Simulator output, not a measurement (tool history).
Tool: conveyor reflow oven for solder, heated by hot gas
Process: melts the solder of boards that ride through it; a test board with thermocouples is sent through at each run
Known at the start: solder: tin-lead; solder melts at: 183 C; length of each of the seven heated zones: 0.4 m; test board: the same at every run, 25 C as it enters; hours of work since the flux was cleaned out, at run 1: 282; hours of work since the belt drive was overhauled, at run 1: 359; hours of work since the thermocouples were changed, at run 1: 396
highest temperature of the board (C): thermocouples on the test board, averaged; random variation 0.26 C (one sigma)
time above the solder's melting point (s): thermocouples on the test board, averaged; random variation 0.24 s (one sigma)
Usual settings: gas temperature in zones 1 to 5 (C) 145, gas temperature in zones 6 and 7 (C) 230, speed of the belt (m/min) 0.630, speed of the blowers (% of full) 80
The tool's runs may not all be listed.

run,day,gas temperature in zones 1 to 5 (C),gas temperature in zones 6 and 7 (C),speed of the belt (m/min),speed of the blowers (% of full),hours of work since the flux was cleaned out,hours of work since the belt drive was overhauled,hours of work since the thermocouples were changed,highest temperature of the board (C),time above the solder's melting point (s)
1,0.000,145,230,0.630,80,282,359,396,216.3,59.4
2,0.288,139,230,0.630,80,287,364,401,215.2,56.6
3,0.642,139,230,0.630,80,293,370,407,214.7,56.3
4,0.946,139,230,0.630,80,298,375,412,214.7,56.5
5,1.221,145,230,0.630,80,303,380,417,215.8,59.4
6,1.592,153,230,0.630,80,309,386,423,217.0,64.5
7,2.021,153,230,0.630,80,316,394,430,217.5,64.2
8,2.417,145,230,0.519,80,323,400,437,221.5,78.2
9,2.917,145,230,0.519,80,332,409,445,221.2,77.8
10,3.133,138,230,0.519,80,335,412,449,220.1,74.6
# day 3.579: flux residue cleaned out of gas plates and filters
11,3.579,145,230,0.630,80,0,417,453,218.3,61.8
12,4.062,130,243,0.591,77,8,425,461,229.1,68.1
13,4.358,145,230,0.630,59,13,430,466,213.3,56.0
14,4.821,145,229,0.630,80,21,438,474,217.4,61.6
15,5.188,145,230,0.630,80,27,444,480,218.2,61.7
16,5.671,154,228,0.718,80,36,452,489,214.1,54.3
17,5.912,145,230,0.630,79,40,456,493,217.4,61.6
18,6.325,148,218,0.622,60,47,463,500,204.1,49.2
19,6.658,148,218,0.622,60,52,469,506,203.7,49.3
20,6.954,135,237,0.701,80,57,474,511,219.7,52.5

Forecast run 21:
21,7.462,135,237,0.701,80,66,483,519,?,?

{"run 21": {"highest temperature of the board (C)": 219.3, "time above the solder's melting point (s)": 52.2}}
Without the tool's hidden state the same run would have given highest temperature of the board (C) 219.2, time above the solder's melting point (s) 51.6.
